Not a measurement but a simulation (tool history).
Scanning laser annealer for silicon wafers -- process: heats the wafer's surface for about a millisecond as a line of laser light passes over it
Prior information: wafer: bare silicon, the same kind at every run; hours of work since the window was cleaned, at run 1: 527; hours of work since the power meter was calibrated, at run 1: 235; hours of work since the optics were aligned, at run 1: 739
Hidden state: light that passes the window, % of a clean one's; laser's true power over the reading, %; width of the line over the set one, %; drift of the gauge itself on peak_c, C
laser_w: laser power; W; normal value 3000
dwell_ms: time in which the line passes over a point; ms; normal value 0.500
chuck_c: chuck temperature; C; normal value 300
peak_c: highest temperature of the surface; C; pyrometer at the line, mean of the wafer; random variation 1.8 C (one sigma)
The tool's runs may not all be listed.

run   hour  laser_w  dwell_ms  chuck_c  hours of work since the window was cleaned  hours of work since the power meter was calibrated  hours of work since the optics were aligned  peak_c
  1    0.0     3000     0.500      300                                         527                                                 235                                          739    1059
  2    7.8     3000     0.500      300                                         531                                                 239                                          743    1060
  3   17.8     3000     0.416      300                                         536                                                 244                                          748     995
  4   25.1     3000     0.416      300                                         540                                                 248                                          751     996
  5   31.7     3000     0.416      300                                         543                                                 251                                          755     993
  6   37.4     3000     0.416      300                                         546                                                 254                                          758     996
  7   44.3     3000     0.416      300                                         550                                                 258                                          761     994
  8   49.3     3000     0.416      300                                         552                                                 260                                          764     995
  9   54.0     3000     0.604      300                                         555                                                 263                                          766    1134
 10   61.4     3000     0.468      300                                         559                                                 267                                          770    1038
      67.1  -- optics aligned, line set to its width
 11   75.1     3000     0.468      300                                         563                                                 271                                            4    1035
 12   86.3     3229     0.495      300                                         569                                                 277                                           10    1108
 13   94.5     3247     0.617      288                                         573                                                 281                                           14    1195
 14  100.9     3247     0.617      288                                         576                                                 284                                           17    1193
     111.5  -- optics aligned, line set to its width, once more
 15  115.2     3093     0.386      288                                         581                                                 289                                            2     983
 16  123.3     3093     0.386      288                                         585                                                 293                                            6     985
 17  130.6     3266     0.386      282                                         589                                                 297                                           10    1011
 18  136.7     3266     0.386      282                                         592                                                 300                                           13    1015
 19  145.3     2773     0.569      299                                         596                                                 304                                           17    1057
 20  152.7     3162     0.444      304                                         600                                                 308                                           21    1067

Results for each run, recomputed without the tool's hidden state and with each run's random variation untouched:
run  peak_c
  1    1077
  2    1078
  3    1012
  4    1013
  5    1009
  6    1013
  7    1011
  8    1012
  9    1154
 10    1056
 11    1056
 12    1132
 13    1222
 14    1220
 15     995
 16     997
 17    1023
 18    1028
 19    1070
 20    1080
